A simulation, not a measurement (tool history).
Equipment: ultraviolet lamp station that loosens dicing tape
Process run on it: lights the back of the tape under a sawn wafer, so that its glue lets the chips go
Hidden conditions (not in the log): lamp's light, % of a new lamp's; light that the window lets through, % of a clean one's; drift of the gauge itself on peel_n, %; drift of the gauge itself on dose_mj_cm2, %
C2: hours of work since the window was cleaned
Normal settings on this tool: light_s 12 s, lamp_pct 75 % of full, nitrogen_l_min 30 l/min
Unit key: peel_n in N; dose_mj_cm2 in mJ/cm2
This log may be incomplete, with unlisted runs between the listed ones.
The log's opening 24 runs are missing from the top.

run 25 hour=522.7 | light_s=7 lamp_pct=75 nitrogen_l_min=12 | hours_of_work_of_the_lamp=604 C2=31 | peel_n=2.204 dose_mj_cm2=110
run 26 hour=550 | light_s=8 lamp_pct=73 nitrogen_l_min=41 | hours_of_work_of_the_lamp=617 C2=45 | peel_n=1.408 dose_mj_cm2=123
run 27 hour=566.3 | light_s=8 lamp_pct=97 nitrogen_l_min=9 | hours_of_work_of_the_lamp=626 C2=53 | peel_n=1.765 dose_mj_cm2=163
run 28 hour=587.1 | light_s=8 lamp_pct=81 nitrogen_l_min=47 | hours_of_work_of_the_lamp=636 C2=63 | peel_n=1.132 dose_mj_cm2=133
run 29 hour=607.7 | light_s=22 lamp_pct=76 nitrogen_l_min=18 | hours_of_work_of_the_lamp=646 C2=74 | peel_n=0.499 dose_mj_cm2=345
run 30 hour=625.2 | light_s=18 lamp_pct=81 nitrogen_l_min=30 | hours_of_work_of_the_lamp=655 C2=83 | peel_n=0.418 dose_mj_cm2=293
-- hour=642.4 window cleaned of glue's vapour, once more
run 31 hour=646.4 | light_s=18 lamp_pct=81 nitrogen_l_min=30 | hours_of_work_of_the_lamp=665 C2=2 | peel_n=0.283 dose_mj_cm2=394
run 32 hour=661.9 | light_s=9 lamp_pct=75 nitrogen_l_min=16 | hours_of_work_of_the_lamp=673 C2=10 | peel_n=1.225 dose_mj_cm2=177
run 33 hour=679.5 | light_s=22 lamp_pct=75 nitrogen_l_min=18 | hours_of_work_of_the_lamp=682 C2=19 | peel_n=0.33 dose_mj_cm2=433
run 34 hour=698.9 | light_s=11 lamp_pct=73 nitrogen_l_min=30 | hours_of_work_of_the_lamp=692 C2=28 | peel_n=0.742 dose_mj_cm2=211
run 35 hour=728.8 | light_s=11 lamp_pct=73 nitrogen_l_min=30 | hours_of_work_of_the_lamp=707 C2=43 | peel_n=0.753 dose_mj_cm2=208
run 36 hour=752.3 | light_s=13 lamp_pct=60 nitrogen_l_min=19 | hours_of_work_of_the_lamp=718 C2=55 | peel_n=0.986 dose_mj_cm2=200
run 37 hour=779.7 | light_s=12 lamp_pct=94 nitrogen_l_min=38 | hours_of_work_of_the_lamp=732 C2=69 | peel_n=0.382 dose_mj_cm2=288
run 38 hour=800.5 | light_s=12 lamp_pct=94 nitrogen_l_min=38 | hours_of_work_of_the_lamp=743 C2=79 | peel_n=0.415 dose_mj_cm2=287
run 39 hour=826 | light_s=18 lamp_pct=84 nitrogen_l_min=38 | hours_of_work_of_the_lamp=755 C2=92 | peel_n=0.276 dose_mj_cm2=381
run 40 hour=855.1 | light_s=9 lamp_pct=75 nitrogen_l_min=30 | hours_of_work_of_the_lamp=770 C2=107 | peel_n=1.016 dose_mj_cm2=167
run 41 hour=874.7 | light_s=6 lamp_pct=86 nitrogen_l_min=34 | hours_of_work_of_the_lamp=780 C2=116 | peel_n=1.395 dose_mj_cm2=125
run 42 hour=893.1 | light_s=6 lamp_pct=86 nitrogen_l_min=34 | hours_of_work_of_the_lamp=789 C2=126 | peel_n=1.351 dose_mj_cm2=128

Predict each of these 3 candidate next runs independently; none follows another, all start after run 42:
run A hour=908.3 | light_s=6 lamp_pct=75 nitrogen_l_min=30 | hours_of_work_of_the_lamp=797 C2=133 | peel_n=? dose_mj_cm2=?
run B hour=908.3 | light_s=6 lamp_pct=64 nitrogen_l_min=30 | hours_of_work_of_the_lamp=797 C2=133 | peel_n=? dose_mj_cm2=?
run C hour=908.3 | light_s=14 lamp_pct=73 nitrogen_l_min=30 | hours_of_work_of_the_lamp=797 C2=133 | peel_n=? dose_mj_cm2=?

run=A peel_n=1.72 dose_mj_cm2=110
run=B peel_n=1.86 dose_mj_cm2=92
run=C peel_n=0.567 dose_mj_cm2=250
Stripped of hidden state, with their random variation kept, the same runs would have yielded:
run=A peel_n=1.378 dose_mj_cm2=137
run=B peel_n=1.533 dose_mj_cm2=114
run=C peel_n=0.399 dose_mj_cm2=310
